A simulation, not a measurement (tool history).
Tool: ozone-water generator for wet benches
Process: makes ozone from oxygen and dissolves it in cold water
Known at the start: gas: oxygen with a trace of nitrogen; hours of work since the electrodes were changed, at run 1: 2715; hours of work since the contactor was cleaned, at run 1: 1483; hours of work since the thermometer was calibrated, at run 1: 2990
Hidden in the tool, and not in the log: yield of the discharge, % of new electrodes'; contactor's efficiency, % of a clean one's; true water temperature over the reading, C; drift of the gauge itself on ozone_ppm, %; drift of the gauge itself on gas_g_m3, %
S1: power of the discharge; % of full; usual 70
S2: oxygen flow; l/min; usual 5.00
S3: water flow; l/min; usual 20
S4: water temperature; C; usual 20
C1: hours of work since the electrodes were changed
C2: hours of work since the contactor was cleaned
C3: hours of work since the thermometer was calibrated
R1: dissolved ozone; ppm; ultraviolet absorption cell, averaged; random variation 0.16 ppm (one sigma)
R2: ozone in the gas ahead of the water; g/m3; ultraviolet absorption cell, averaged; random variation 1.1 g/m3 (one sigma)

run,day,S1,S2,S3,S4,C1,C2,C3,R1,R2
1,0.000,70,5.00,20,20,2715,1483,2990,19.1,179.0
2,3.779,70,5.00,20,20,2776,1545,3051,18.9,178.7
3,6.121,40,5.00,20,20,2814,1582,3089,12.1,112.6
4,8.638,40,5.00,20,18,2855,1623,3130,12.4,113.4
5,10.667,70,5.00,20,20,2888,1656,3163,19.1,178.5
6,13.417,70,5.00,20,20,2932,1701,3207,18.8,180.4
7,15.571,70,5.00,20,20,2967,1735,3242,19.0,178.1
8,17.904,70,5.00,20,20,3005,1773,3280,19.0,178.5
9,21.296,70,5.00,20,18,3060,1828,3335,19.5,177.8
10,23.208,70,5.00,20,18,3091,1859,3366,19.3,177.3
11,26.667,70,5.00,20,18,3147,1915,3422,19.3,177.0
12,28.929,70,5.00,20,18,3183,1952,3459,19.5,177.1
13,32.392,70,5.00,20,18,3239,2008,3515,19.4,177.6
14,35.896,75,5.00,20,18,3296,2065,3571,20.3,188.1
15,39.758,75,5.00,20,18,3359,2127,3634,20.6,187.2
16,42.038,75,5.00,20,18,3395,2164,3671,20.5,186.7
17,45.771,48,5.00,27,18,3456,2224,3731,10.8,131.5
18,48.875,62,4.49,29,18,3506,2275,3782,12.4,170.7
19,52.471,62,4.49,28,18,3564,2333,3840,12.7,167.7
20,54.879,62,4.49,28,18,3603,2372,3879,12.7,170.7
21,57.171,70,4.51,27,20,3641,2409,3916,14.1,188.7
22,59.450,70,4.42,20,24,3677,2446,3953,17.9,189.9
23,62.471,44,5.00,17,20,3726,2495,4002,14.7,120.9
24,66.554,44,5.00,17,20,3792,2561,4068,14.3,121.1
25,69.058,58,5.00,17,20,3833,2601,4108,18.1,152.2
26,72.054,70,5.00,27,20,3882,2650,4157,14.2,175.5
27,74.612,77,4.36,20,20,3923,2691,4198,20.2,205.9
28,76.725,57,4.04,31,18,3957,2726,4232,10.5,167.6
29,79.304,57,4.04,31,18,3999,2767,4274,10.4,168.7
30,82.225,57,2.69,31,14,4046,2815,4322,10.0,212.8
31,84.762,46,5.00,32,20,4087,2856,4363,8.6,123.7
32,87.583,46,5.00,32,20,4133,2901,4408,8.6,124.0

The same runs without the tool's hidden state, with the same run-to-run variation:
run,R1,R2
1,20.1,185.8
2,19.9,185.7
3,12.5,115.0
4,12.8,115.8
5,20.1,185.8
6,19.9,187.9
7,20.1,185.6
8,20.0,186.1
9,20.7,185.5
10,20.4,185.1
11,20.5,184.9
12,20.7,185.1
13,20.6,185.8
14,21.6,197.4
15,22.0,196.7
16,21.9,196.3
17,11.3,136.0
18,13.1,178.4
19,13.6,175.5
20,13.5,178.6
21,15.1,198.6
22,19.2,200.0
23,15.4,124.9
24,15.0,125.1
25,19.3,159.3
26,15.3,185.4
27,21.9,218.5
28,11.2,175.6
29,11.1,176.7
30,10.7,223.1
31,9.2,128.5
32,9.1,128.8
